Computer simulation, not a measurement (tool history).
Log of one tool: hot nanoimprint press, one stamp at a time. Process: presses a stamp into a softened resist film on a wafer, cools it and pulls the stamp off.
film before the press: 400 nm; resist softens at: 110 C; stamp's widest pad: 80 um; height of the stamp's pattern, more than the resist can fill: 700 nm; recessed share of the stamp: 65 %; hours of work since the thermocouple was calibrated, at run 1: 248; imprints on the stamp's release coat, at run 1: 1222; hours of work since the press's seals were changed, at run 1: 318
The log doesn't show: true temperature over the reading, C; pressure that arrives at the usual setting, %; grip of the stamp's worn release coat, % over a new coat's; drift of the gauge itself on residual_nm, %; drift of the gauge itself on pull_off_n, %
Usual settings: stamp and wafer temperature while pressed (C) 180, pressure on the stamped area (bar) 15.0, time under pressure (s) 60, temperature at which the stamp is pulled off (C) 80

run	hour	stamp and wafer temperature while pressed (C)	pressure on the stamped area (bar)	time under pressure (s)	temperature at which the stamp is pulled off (C)	hours of work since the thermocouple was calibrated	imprints on the stamp's release coat	hours of work since the press's seals were changed	resist left under the stamp's widest pad (nm)	greatest force while the stamp is pulled off (N)
1	0.0	180	15.0	60	80	248	1222	318	189.0	264
2	14.2	180	15.0	60	80	254	1253	324	187.8	281
3	37.8	180	15.0	60	80	265	1305	335	188.4	282
# hour 59.5: plate thermocouple calibrated
4	62.7	180	15.0	60	80	1	1354	345	194.1	272
# hour 72.3: stamp cleaned and given a new release coat
5	79.8	180	15.0	60	80	6	17	350	194.0	188
6	102.5	180	15.0	60	80	17	67	360	193.8	192
7	120.6	180	15.0	60	80	25	107	368	193.3	192
8	138.6	180	15.0	60	80	33	146	376	193.4	190
9	160.7	180	15.0	60	80	43	195	386	193.5	196
10	172.8	180	16.9	60	80	48	222	391	184.5	205
11	190.6	180	16.9	60	80	56	261	399	184.5	207
12	215.1	184	14.2	60	80	67	315	410	167.3	210
13	232.9	169	10.4	66	72	75	354	418	306.7	217
14	243.7	169	10.4	66	72	80	378	423	305.8	228
15	268.9	173	15.0	48	80	91	433	434	268.4	208
16	290.4	173	15.0	101	80	100	481	444	212.1	211
17	303.3	181	10.4	89	76	106	509	450	181.9	232
18	316.0	173	9.3	87	69	112	537	455	258.6	237
19	329.7	171	15.0	86	84	118	567	461	242.6	216
20	344.8	171	22.7	86	84	125	601	468	211.1	214
21	364.0	189	13.9	104	84	133	643	477	105.7	219
22	380.9	172	14.6	85	81	141	680	484	235.2	232

3 ways to go on from here, each from the tool as it stands after run 22. What would each give?
A	399.0	186	15.0	60	83	149	720	492	?	?
B	399.0	180	17.4	60	80	149	720	492	?	?
C	399.0	183	15.0	60	80	149	720	492	?	?

run	resist left under the stamp's widest pad (nm)	greatest force while the stamp is pulled off (N)
A	149.5	226
B	180.6	239
C	168.8	232
Without the tool's hidden state the same runs would have given:
run	resist left under the stamp's widest pad (nm)	greatest force while the stamp is pulled off (N)
A	152.4	180
B	184.1	190
C	172.2	185
